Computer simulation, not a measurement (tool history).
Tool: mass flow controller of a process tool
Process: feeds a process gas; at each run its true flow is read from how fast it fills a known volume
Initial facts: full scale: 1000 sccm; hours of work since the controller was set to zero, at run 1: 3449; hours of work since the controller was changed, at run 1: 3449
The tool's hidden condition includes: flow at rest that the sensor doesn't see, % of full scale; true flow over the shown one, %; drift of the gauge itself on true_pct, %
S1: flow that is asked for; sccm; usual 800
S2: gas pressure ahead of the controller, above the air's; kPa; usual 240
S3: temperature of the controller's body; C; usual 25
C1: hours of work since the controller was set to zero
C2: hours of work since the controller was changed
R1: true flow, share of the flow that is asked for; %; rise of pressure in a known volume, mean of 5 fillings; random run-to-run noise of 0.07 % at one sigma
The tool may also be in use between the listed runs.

{"run": 1, "day": 0.0, "S1": 800, "S2": 240, "S3": 25, "C1": 3449, "C2": 3449, "R1": 99.59}
{"run": 2, "day": 10.675, "S1": 800, "S2": 161, "S3": 25, "C1": 3608, "C2": 3608, "R1": 100.01}
{"run": 3, "day": 21.125, "S1": 800, "S2": 161, "S3": 25, "C1": 3763, "C2": 3763, "R1": 100.12}
{"run": 4, "day": 35.454, "S1": 336, "S2": 240, "S3": 25, "C1": 3976, "C2": 3976, "R1": 99.57}
{"run": 5, "day": 55.371, "S1": 348, "S2": 240, "S3": 25, "C1": 4271, "C2": 4271, "R1": 99.58}
{"run": 6, "day": 70.029, "S1": 348, "S2": 240, "S3": 25, "C1": 4489, "C2": 4489, "R1": 99.63}
{"run": 7, "day": 88.858, "S1": 348, "S2": 240, "S3": 25, "C1": 4769, "C2": 4769, "R1": 99.65}
{"run": 8, "day": 103.471, "S1": 348, "S2": 240, "S3": 23, "C1": 4986, "C2": 4986, "R1": 100.09}
{"run": 9, "day": 115.283, "S1": 800, "S2": 240, "S3": 36, "C1": 5161, "C2": 5161, "R1": 98.4}
{"run": 10, "day": 130.058, "S1": 800, "S2": 240, "S3": 25, "C1": 5380, "C2": 5380, "R1": 99.66}
{"run": 11, "day": 145.875, "S1": 651, "S2": 240, "S3": 25, "C1": 5615, "C2": 5615, "R1": 99.57}
{"day": 162.629, "done": "controller's zero set anew"}
{"run": 12, "day": 163.125, "S1": 800, "S2": 191, "S3": 25, "C1": 7, "C2": 5871, "R1": 98.98}
{"run": 13, "day": 176.533, "S1": 800, "S2": 191, "S3": 25, "C1": 206, "C2": 6070, "R1": 98.98}
{"run": 14, "day": 188.338, "S1": 224, "S2": 158, "S3": 25, "C1": 382, "C2": 6245, "R1": 98.17}
{"run": 15, "day": 208.875, "S1": 224, "S2": 158, "S3": 25, "C1": 687, "C2": 6550, "R1": 98.17}
{"run": 16, "day": 230.038, "S1": 224, "S2": 216, "S3": 25, "C1": 1001, "C2": 6865, "R1": 97.96}
{"run": 17, "day": 246.071, "S1": 371, "S2": 229, "S3": 31, "C1": 1239, "C2": 7103, "R1": 97.31}
{"run": 18, "day": 263.179, "S1": 1000, "S2": 229, "S3": 31, "C1": 1493, "C2": 7357, "R1": 98.68}
{"run": 19, "day": 280.225, "S1": 188, "S2": 211, "S3": 22, "C1": 1746, "C2": 7610, "R1": 98.92}
{"run": 20, "day": 301.338, "S1": 188, "S2": 211, "S3": 22, "C1": 2060, "C2": 7923, "R1": 99.13}
{"run": 21, "day": 315.604, "S1": 188, "S2": 211, "S3": 22, "C1": 2271, "C2": 8135, "R1": 99.31}

Here are 4 independent what-if runs from the current tool condition. What would each one return?
{"run": "A", "day": 334.988, "S1": 107, "S2": 211, "S3": 29, "C1": 2559, "C2": 8423, "R1": "?"}
{"run": "B", "day": 334.988, "S1": 102, "S2": 168, "S3": 23, "C1": 2559, "C2": 8423, "R1": "?"}
{"run": "C", "day": 334.988, "S1": 936, "S2": 145, "S3": 21, "C1": 2559, "C2": 8423, "R1": "?"}
{"run": "D", "day": 334.988, "S1": 173, "S2": 182, "S3": 29, "C1": 2559, "C2": 8423, "R1": "?"}

run=A R1=99.67
run=B R1=101.00
run=C R1=100.35
run=D R1=99.02
What these runs would have given with no unlogged condition in the tool:
run=A R1=97.13
run=B R1=98.30
run=C R1=100.80
run=D R1=97.77
